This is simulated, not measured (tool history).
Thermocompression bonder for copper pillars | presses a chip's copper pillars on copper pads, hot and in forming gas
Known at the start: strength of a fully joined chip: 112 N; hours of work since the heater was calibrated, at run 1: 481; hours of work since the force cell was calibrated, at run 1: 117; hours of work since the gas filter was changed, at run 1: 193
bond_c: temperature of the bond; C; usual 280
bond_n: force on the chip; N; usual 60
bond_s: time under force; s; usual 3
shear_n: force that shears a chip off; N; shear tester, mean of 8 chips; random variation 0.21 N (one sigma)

run   hour  bond_c  bond_n  bond_s  hours of work since the heater was calibrated  hours of work since the force cell was calibrated  hours of work since the gas filter was changed  shear_n
  1    0.0     280      60       3                                            481                                                117                                             193     80.0
  2    6.1     280      60       3                                            483                                                119                                             196     80.1
  3   14.1     280      60       7                                            487                                                123                                             200     94.1
  4   21.6     280      48       3                                            490                                                126                                             203     71.5
  5   29.9     280      48       3                                            494                                                130                                             207     71.5
  6   37.7     280      48       3                                            497                                                134                                             210     71.1
  7   42.3     280      60       3                                            499                                                136                                             212     79.8
  8   49.8     296      60       3                                            503                                                139                                             216     87.6
  9   55.8     296      60       3                                            506                                                142                                             218     87.7
 10   60.3     296      60       3                                            508                                                144                                             221     87.7
 11   66.7     296      60       3                                            510                                                147                                             223     87.3
 12   70.9     280      60       3                                            512                                                149                                             225     80.0
 13   77.3     280      60       3                                            515                                                151                                             228     80.1
 14   85.9     280      60       3                                            519                                                155                                             232     79.7
 15   95.0     280      39       3                                            523                                                159                                             236     63.3
 16  101.5     270      50       3                                            526                                                162                                             239     67.2
 17  106.0     285      60       3                                            528                                                164                                             241     82.4
 18  111.1     285      60       3                                            530                                                167                                             243     82.5
 19  117.4     259      36       6                                            533                                                169                                             246     61.9
 20  122.6     291      60       3                                            536                                                172                                             248     85.1
 21  130.1     288      66       6                                            539                                                175                                             252     97.1
 22  138.7     288      66       6                                            543                                                179                                             256     97.1
 23  146.7     280      88       3                                            546                                                183                                             259     93.0
     157.2  -- heater calibrated with a thermocouple chip
 24  157.4     280      60       2                                              0                                                186                                             263     69.3
 25  166.0     286      69       2                                              4                                                190                                             267     77.7
 26  170.6     286      69       7                                              6                                                192                                             269     97.6
 27  175.9     280      41       7                                              8                                                195                                             272     78.7
 28  181.2     267      56       3                                             11                                                197                                             274     66.9
     188.8  -- forming gas filter changed
 29  190.9     282      56       2                                             15                                                201                                               1     70.3
 30  197.4     282      56       2                                             18                                                204                                               4     70.0

Forecast each of these 4 alternatives for the next run:
  A  204.8     299      65       8                                             21                                                208                                               7        ?
  B  204.8     277      89       2                                             21                                                208                                               7        ?
  C  204.8     282      56       2                                             21                                                208                                               7        ?
  D  204.8     273      39       5                                             21                                                208                                               7        ?

run  shear_n
  A    105.5
  B     86.1
  C     70.8
  D     68.8
Without the tool's hidden state the same runs would have given:
run  shear_n
  A    105.2
  B     85.4
  C     70.0
  D     68.0

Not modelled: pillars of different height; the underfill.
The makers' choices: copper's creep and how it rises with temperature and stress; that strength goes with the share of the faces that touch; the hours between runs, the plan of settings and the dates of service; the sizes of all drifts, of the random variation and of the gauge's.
